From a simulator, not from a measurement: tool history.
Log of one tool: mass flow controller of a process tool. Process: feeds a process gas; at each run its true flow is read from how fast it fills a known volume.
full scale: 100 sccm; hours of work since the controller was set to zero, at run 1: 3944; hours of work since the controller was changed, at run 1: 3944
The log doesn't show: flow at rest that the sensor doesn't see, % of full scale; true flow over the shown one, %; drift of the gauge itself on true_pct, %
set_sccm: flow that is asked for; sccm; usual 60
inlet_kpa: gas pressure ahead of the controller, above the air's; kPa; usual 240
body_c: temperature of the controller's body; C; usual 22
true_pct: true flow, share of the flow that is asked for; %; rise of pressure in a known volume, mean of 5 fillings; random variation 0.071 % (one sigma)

run	hour	set_sccm	inlet_kpa	body_c	hours of work since the controller was set to zero	hours of work since the controller was changed	true_pct
1	0.0	60	240	22	3944	3944	101.84
2	123.8	60	240	22	4032	4032	101.84
3	272.4	60	240	22	4139	4139	101.79
4	469.3	60	240	22	4280	4280	101.90
5	634.2	60	240	22	4398	4398	101.95
6	779.9	60	240	22	4502	4502	102.13
7	890.3	60	240	21	4581	4581	102.11
8	1044.0	60	240	21	4691	4691	102.13
9	1158.8	82	240	22	4773	4773	102.09
10	1354.8	82	240	22	4914	4914	102.06
11	1438.2	82	240	22	4973	4973	102.08
# hour 1448.6: controller's zero set anew
12	1623.6	60	240	22	125	5106	102.88
13	1770.7	60	240	22	231	5211	102.99
14	1922.6	60	270	22	339	5320	102.88
15	2106.4	14	273	37	471	5451	108.33
16	2249.6	14	273	37	573	5554	108.51
17	2344.1	26	152	22	641	5621	105.48
# hour 2485.3: controller's zero set anew, once more
18	2517.5	26	152	22	23	5745	102.07
19	2709.6	26	152	22	161	5883	102.13
20	2820.1	99	158	21	240	5962	102.15
21	2916.8	32	269	32	309	6031	102.02
22	3095.6	11	219	26	437	6159	102.36
23	3270.0	60	265	21	562	6284	101.89
24	3353.9	15	278	30	622	6344	102.41
25	3500.3	60	153	27	726	6449	102.57

Forecast each of these 3 alternatives for the next run:
A	3650.4	60	253	37	834	6556	?
B	3650.4	24	231	31	834	6556	?
C	3650.4	16	255	30	834	6556	?

run	true_pct
A	102.59
B	102.60
C	102.49
Without the tool's hidden state the same runs would have given:
run	true_pct
A	100.04
B	99.80
C	99.49

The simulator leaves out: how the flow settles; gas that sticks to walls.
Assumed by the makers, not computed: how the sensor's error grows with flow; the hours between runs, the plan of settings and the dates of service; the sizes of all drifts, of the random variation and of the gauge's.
